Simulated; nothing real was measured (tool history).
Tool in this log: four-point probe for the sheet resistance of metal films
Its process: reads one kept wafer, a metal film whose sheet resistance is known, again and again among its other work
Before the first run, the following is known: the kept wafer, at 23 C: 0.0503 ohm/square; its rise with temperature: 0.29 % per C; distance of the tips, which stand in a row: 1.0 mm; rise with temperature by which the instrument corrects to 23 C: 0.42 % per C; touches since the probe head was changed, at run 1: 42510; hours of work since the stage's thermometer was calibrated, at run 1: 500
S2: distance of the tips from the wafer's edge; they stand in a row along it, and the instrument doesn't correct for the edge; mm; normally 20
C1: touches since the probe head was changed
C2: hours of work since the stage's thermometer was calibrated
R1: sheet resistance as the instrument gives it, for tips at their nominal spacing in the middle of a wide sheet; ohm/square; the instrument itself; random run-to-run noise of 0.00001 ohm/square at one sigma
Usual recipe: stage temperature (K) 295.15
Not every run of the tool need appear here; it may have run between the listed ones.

{"run": 1, "hour": 0.0, "stage temperature (K)": 295.15, "S2": 20, "C1": 42510, "C2": 500, "R1": 0.050414}
{"run": 2, "hour": 95.4, "stage temperature (K)": 295.15, "S2": 20, "C1": 43528, "C2": 551, "R1": 0.050426}
{"run": 3, "hour": 217.7, "stage temperature (K)": 295.15, "S2": 9, "C1": 44832, "C2": 616, "R1": 0.050692}
{"run": 4, "hour": 323.0, "stage temperature (K)": 297.15, "S2": 9, "C1": 45954, "C2": 672, "R1": 0.050555}
{"run": 5, "hour": 384.8, "stage temperature (K)": 297.15, "S2": 9, "C1": 46614, "C2": 705, "R1": 0.050574}
{"run": 6, "hour": 454.0, "stage temperature (K)": 295.15, "S2": 12, "C1": 47352, "C2": 742, "R1": 0.050535}
{"run": 7, "hour": 527.1, "stage temperature (K)": 295.15, "S2": 12, "C1": 48130, "C2": 781, "R1": 0.05055}
{"run": 8, "hour": 601.9, "stage temperature (K)": 295.15, "S2": 12, "C1": 48929, "C2": 821, "R1": 0.050552}
{"run": 9, "hour": 710.9, "stage temperature (K)": 295.15, "S2": 12, "C1": 50091, "C2": 879, "R1": 0.050553}
{"run": 10, "hour": 789.7, "stage temperature (K)": 295.15, "S2": 20, "C1": 50931, "C2": 921, "R1": 0.050404}
{"run": 11, "hour": 904.5, "stage temperature (K)": 292.15, "S2": 6, "C1": 52155, "C2": 982, "R1": 0.051301}
{"run": 12, "hour": 982.6, "stage temperature (K)": 295.15, "S2": 3, "C1": 52988, "C2": 1024, "R1": 0.053179}
{"run": 13, "hour": 1056.2, "stage temperature (K)": 295.15, "S2": 3, "C1": 53773, "C2": 1063, "R1": 0.053182}
{"run": 14, "hour": 1185.7, "stage temperature (K)": 305.15, "S2": 6, "C1": 55154, "C2": 1132, "R1": 0.050478}
{"run": 15, "hour": 1287.6, "stage temperature (K)": 305.15, "S2": 34, "C1": 56240, "C2": 1186, "R1": 0.049786}
{"run": 16, "hour": 1345.2, "stage temperature (K)": 308.15, "S2": 56, "C1": 56855, "C2": 1217, "R1": 0.049573}
{"run": 17, "hour": 1437.6, "stage temperature (K)": 308.15, "S2": 56, "C1": 57840, "C2": 1266, "R1": 0.049588}
{"run": 18, "hour": 1521.2, "stage temperature (K)": 304.15, "S2": 56, "C1": 58732, "C2": 1311, "R1": 0.049814}
{"run": 19, "hour": 1631.6, "stage temperature (K)": 304.15, "S2": 56, "C1": 59908, "C2": 1370, "R1": 0.049821}

What if the next run were any one of these 5? Each begins from the tool's condition after run 19:
{"run": "A", "hour": 1754.3, "stage temperature (K)": 297.15, "S2": 12, "C1": 61217, "C2": 1435, "R1": "?"}
{"run": "B", "hour": 1754.3, "stage temperature (K)": 304.15, "S2": 8, "C1": 61217, "C2": 1435, "R1": "?"}
{"run": "C", "hour": 1754.3, "stage temperature (K)": 295.15, "S2": 42, "C1": 61217, "C2": 1435, "R1": "?"}
{"run": "D", "hour": 1754.3, "stage temperature (K)": 308.15, "S2": 26, "C1": 61217, "C2": 1435, "R1": "?"}
{"run": "E", "hour": 1754.3, "stage temperature (K)": 293.15, "S2": 54, "C1": 61217, "C2": 1435, "R1": "?"}

run=A R1=0.050404
run=B R1=0.050226
run=C R1=0.050372
run=D R1=0.049598
run=E R1=0.050486
With no hidden state in the tool, these same runs would have given:
run=A R1=0.050411
run=B R1=0.050232
run=C R1=0.050378
run=D R1=0.049605
run=E R1=0.050493
